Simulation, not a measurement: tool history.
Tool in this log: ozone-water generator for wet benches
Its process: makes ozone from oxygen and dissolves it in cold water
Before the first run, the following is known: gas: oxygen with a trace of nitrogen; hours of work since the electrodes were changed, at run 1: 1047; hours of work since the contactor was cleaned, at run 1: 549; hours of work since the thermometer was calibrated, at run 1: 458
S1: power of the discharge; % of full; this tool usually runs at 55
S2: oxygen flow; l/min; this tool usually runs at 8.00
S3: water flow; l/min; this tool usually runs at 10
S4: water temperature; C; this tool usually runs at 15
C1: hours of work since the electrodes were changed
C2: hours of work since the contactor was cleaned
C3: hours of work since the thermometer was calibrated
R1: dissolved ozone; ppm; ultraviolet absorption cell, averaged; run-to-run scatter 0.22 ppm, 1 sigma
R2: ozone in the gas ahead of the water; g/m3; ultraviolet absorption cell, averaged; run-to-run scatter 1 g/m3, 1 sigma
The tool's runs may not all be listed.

run 1 hour=0.0 | S1=55 S2=8.00 S3=10 S4=15 | C1=1047 C2=549 C3=458 | R1=31.0 R2=168.1
run 2 hour=33.3 | S1=55 S2=8.00 S3=10 S4=15 | C1=1075 C2=577 C3=486 | R1=31.0 R2=167.4
run 3 hour=59.8 | S1=55 S2=8.00 S3=10 S4=15 | C1=1097 C2=599 C3=509 | R1=30.9 R2=167.3
run 4 hour=79.5 | S1=55 S2=8.00 S3=10 S4=15 | C1=1114 C2=616 C3=526 | R1=30.9 R2=168.7
run 5 hour=117.0 | S1=55 S2=6.05 S3=10 S4=15 | C1=1146 C2=648 C3=557 | R1=33.3 R2=199.5
run 6 hour=138.3 | S1=55 S2=8.00 S3=10 S4=9 | C1=1164 C2=666 C3=575 | R1=34.6 R2=167.4
run 7 hour=170.1 | S1=55 S2=8.00 S3=10 S4=7 | C1=1191 C2=693 C3=602 | R1=36.7 R2=167.4
run 8 hour=196.8 | S1=59 S2=8.00 S3=10 S4=15 | C1=1213 C2=715 C3=625 | R1=32.7 R2=175.8
run 9 hour=215.0 | S1=59 S2=8.00 S3=10 S4=15 | C1=1229 C2=731 C3=640 | R1=32.5 R2=177.1
run 10 hour=238.2 | S1=59 S2=8.00 S3=10 S4=15 | C1=1248 C2=750 C3=660 | R1=32.7 R2=174.8
run 11 hour=260.2 | S1=55 S2=8.00 S3=10 S4=15 | C1=1267 C2=769 C3=678 | R1=30.3 R2=166.6
run 12 hour=293.6 | S1=55 S2=8.00 S3=10 S4=11 | C1=1295 C2=797 C3=707 | R1=33.4 R2=167.4
run 13 hour=325.3 | S1=55 S2=8.00 S3=10 S4=15 | C1=1322 C2=824 C3=734 | R1=30.6 R2=167.2
run 14 hour=349.1 | S1=55 S2=8.00 S3=10 S4=15 | C1=1342 C2=844 C3=754 | R1=30.8 R2=165.9
run 15 hour=368.7 | S1=55 S2=8.00 S3=10 S4=15 | C1=1359 C2=861 C3=770 | R1=30.5 R2=165.5
run 16 hour=397.3 | S1=48 S2=8.00 S3=10 S4=15 | C1=1383 C2=885 C3=795 | R1=27.2 R2=149.1
run 17 hour=422.0 | S1=55 S2=8.00 S3=10 S4=14 | C1=1404 C2=906 C3=815 | R1=30.9 R2=165.0
run 18 hour=448.4 | S1=55 S2=6.08 S3=12 S4=11 | C1=1426 C2=928 C3=838 | R1=31.1 R2=198.3
run 19 hour=481.3 | S1=99 S2=7.56 S3=7 S4=20 | C1=1454 C2=956 C3=866 | R1=51.8 R2=268.2
run 20 hour=512.7 | S1=84 S2=4.18 S3=7 S4=23 | C1=1481 C2=983 C3=892 | R1=53.4 R2=340.2
run 21 hour=530.2 | S1=90 S2=10.32 S3=7 S4=21 | C1=1496 C2=998 C3=907 | R1=41.4 R2=203.4
run 22 hour=552.5 | S1=71 S2=6.93 S3=8 S4=15 | C1=1514 C2=1016 C3=926 | R1=44.0 R2=218.5
run 23 hour=569.7 | S1=41 S2=8.00 S3=8 S4=10 | C1=1529 C2=1031 C3=940 | R1=31.1 R2=131.9
run 24 hour=606.3 | S1=51 S2=8.75 S3=9 S4=15 | C1=1560 C2=1062 C3=971 | R1=29.2 R2=148.2
run 25 hour=643.5 | S1=55 S2=8.00 S3=13 S4=13 | C1=1591 C2=1093 C3=1003 | R1=26.2 R2=164.7
run 26 hour=668.8 | S1=73 S2=5.66 S3=13 S4=13 | C1=1613 C2=1115 C3=1024 | R1=34.9 R2=252.6
run 27 hour=701.2 | S1=73 S2=8.37 S3=13 S4=16 | C1=1640 C2=1142 C3=1052 | R1=29.6 R2=198.6
run 28 hour=735.7 | S1=73 S2=8.37 S3=13 S4=16 | C1=1669 C2=1171 C3=1081 | R1=29.3 R2=194.8
run 29 hour=751.8 | S1=75 S2=8.00 S3=10 S4=15 | C1=1683 C2=1185 C3=1095 | R1=37.3 R2=208.1

Run 30 is up next; what results do you expect?
run 30 hour=782.8 | S1=86 S2=8.00 S3=11 S4=11 | C1=1709 C2=1211 C3=1121 | R1=? R2=?

R1: 42.6 ppm
R2: 229.3 g/m3
With the hidden condition absent and the run-to-run variation left alone, this run would have shown R1 47.5 ppm, R2 250.3 g/m3.

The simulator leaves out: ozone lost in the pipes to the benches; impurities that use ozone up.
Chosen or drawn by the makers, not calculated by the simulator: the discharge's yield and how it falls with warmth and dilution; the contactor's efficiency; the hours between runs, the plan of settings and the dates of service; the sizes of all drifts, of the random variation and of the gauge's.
